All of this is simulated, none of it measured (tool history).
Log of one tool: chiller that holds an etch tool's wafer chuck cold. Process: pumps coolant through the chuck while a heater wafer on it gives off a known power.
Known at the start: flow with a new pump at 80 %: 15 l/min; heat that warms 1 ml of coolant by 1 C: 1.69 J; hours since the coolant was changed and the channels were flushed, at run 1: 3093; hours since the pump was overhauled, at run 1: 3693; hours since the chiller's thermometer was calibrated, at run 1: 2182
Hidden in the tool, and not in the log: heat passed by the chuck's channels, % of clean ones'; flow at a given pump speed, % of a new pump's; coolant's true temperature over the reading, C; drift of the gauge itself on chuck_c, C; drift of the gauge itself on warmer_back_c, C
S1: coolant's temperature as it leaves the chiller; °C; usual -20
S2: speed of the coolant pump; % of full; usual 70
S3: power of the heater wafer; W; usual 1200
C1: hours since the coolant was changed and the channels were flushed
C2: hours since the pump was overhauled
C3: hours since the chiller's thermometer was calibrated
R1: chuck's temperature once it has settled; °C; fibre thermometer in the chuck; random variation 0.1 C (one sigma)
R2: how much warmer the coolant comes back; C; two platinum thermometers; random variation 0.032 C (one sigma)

Run 1, hour 0.0: usual settings; C1 3093; C2 3693; C3 2182. Result: R1 -9.5 °C, R2 3.51 C.
Run 2, hour 79.7: usual settings; C1 3172; C2 3773; C3 2261. Result: R1 -9.7 °C, R2 3.44 C.
Run 3, hour 172.4: usual settings; C1 3265; C2 3866; C3 2354. Result: R1 -9.6 °C, R2 3.47 C.
Run 4, hour 272.5: usual settings; C1 3365; C2 3966; C3 2454. Result: R1 -9.5 °C, R2 3.45 C.
Run 5, hour 359.5: usual settings but S3 970 W; C1 3452; C2 4053; C3 2541. Result: R1 -11.5 °C, R2 2.81 C.
Run 6, hour 402.8: usual settings; C1 3496; C2 4096; C3 2584. Result: R1 -9.6 °C, R2 3.44 C.
Run 7, hour 463.6: usual settings; C1 3556; C2 4157; C3 2645. Result: R1 -9.7 °C, R2 3.48 C.
Run 8, hour 521.6: usual settings; C1 3614; C2 4215; C3 2703. Result: R1 -9.7 °C, R2 3.46 C.
Run 9, hour 568.0: usual settings but S1 -11 °C; C1 3661; C2 4261; C3 2750. Result: R1 -0.7 °C, R2 3.53 C.
Run 10, hour 635.3: usual settings; C1 3728; C2 4329; C3 2817. Result: R1 -9.7 °C, R2 3.49 C.
Run 11, hour 690.6: usual settings but S2 99 % of full; C1 3783; C2 4384; C3 2872. Result: R1 -12.7 °C, R2 2.44 C.
Run 12, hour 777.8: usual settings but S1 -28 °C, S2 89 % of full, S3 733 W; C1 3871; C2 4471; C3 2959. Result: R1 -23.0 °C, R2 1.61 C.
Run 13, hour 855.8: usual settings but S1 -28 °C, S2 89 % of full, S3 733 W; C1 3949; C2 4549; C3 3037. Result: R1 -23.0 °C, R2 1.68 C.
At hour 866.3: coolant pump overhauled.
Run 14, hour 917.3: usual settings but S2 85 % of full, S3 760 W; C1 4005; C2 51; C3 3094. Result: R1 -14.5 °C, R2 1.95 C.
Run 15, hour 984.1: usual settings but S2 85 % of full, S3 760 W; C1 4072; C2 118; C3 3161. Result: R1 -14.5 °C, R2 1.87 C.
Run 16, hour 1085.3: usual settings but S2 85 % of full, S3 760 W; C1 4173; C2 219; C3 3262. Result: R1 -14.4 °C, R2 1.90 C.
Run 17, hour 1171.6: usual settings but S1 -11 °C, S2 65 % of full, S3 1187 W; C1 4259; C2 305; C3 3348. Result: R1 0.7 °C, R2 3.87 C.
Run 18, hour 1215.0: usual settings but S1 -14 °C, S2 64 % of full, S3 1493 W; C1 4303; C2 349; C3 3392. Result: R1 0.8 °C, R2 5.02 C.
Run 19, hour 1257.5: usual settings but S1 -26 °C, S2 65 % of full, S3 950 W; C1 4345; C2 391; C3 3434. Result: R1 -16.8 °C, R2 3.18 C.
At hour 1299.0: coolant pump overhauled, once more.
Run 20, hour 1359.1: usual settings but S1 -14 °C, S2 73 % of full, S3 950 W; C1 4442; C2 60; C3 3531. Result: R1 -6.6 °C, R2 2.40 C.
Run 21, hour 1421.1: usual settings but S1 -14 °C, S2 92 % of full, S3 1062 W; C1 4504; C2 122; C3 3593. Result: R1 -7.3 °C, R2 2.13 C.

Forecast each of these 4 alternatives for the next run:
Run A, hour 1496.6: usual settings but S1 -14 °C, S2 97 % of full, S3 1062 W; C1 4579; C2 198; C3 3668. Result: R1 ?, R2 ?.
Run B, hour 1496.6: usual settings but S1 -28 °C, S2 66 % of full; C1 4579; C2 198; C3 3668. Result: R1 ?, R2 ?.
Run C, hour 1496.6: usual settings but S1 -27 °C, S3 1620 W; C1 4579; C2 198; C3 3668. Result: R1 ?, R2 ?.
Run D, hour 1496.6: usual settings but S1 -13 °C, S2 95 % of full, S3 996 W; C1 4579; C2 198; C3 3668. Result: R1 ?, R2 ?.

run     R1    R2
  A   -7.8  2.09
  B  -17.6  3.43
  C  -13.5  4.41
  D   -7.0  1.99
Without the tool's hidden state the same runs would have given:
run     R1    R2
  A   -7.7  2.08
  B  -17.8  3.41
  C  -13.9  4.39
  D   -6.9  1.98

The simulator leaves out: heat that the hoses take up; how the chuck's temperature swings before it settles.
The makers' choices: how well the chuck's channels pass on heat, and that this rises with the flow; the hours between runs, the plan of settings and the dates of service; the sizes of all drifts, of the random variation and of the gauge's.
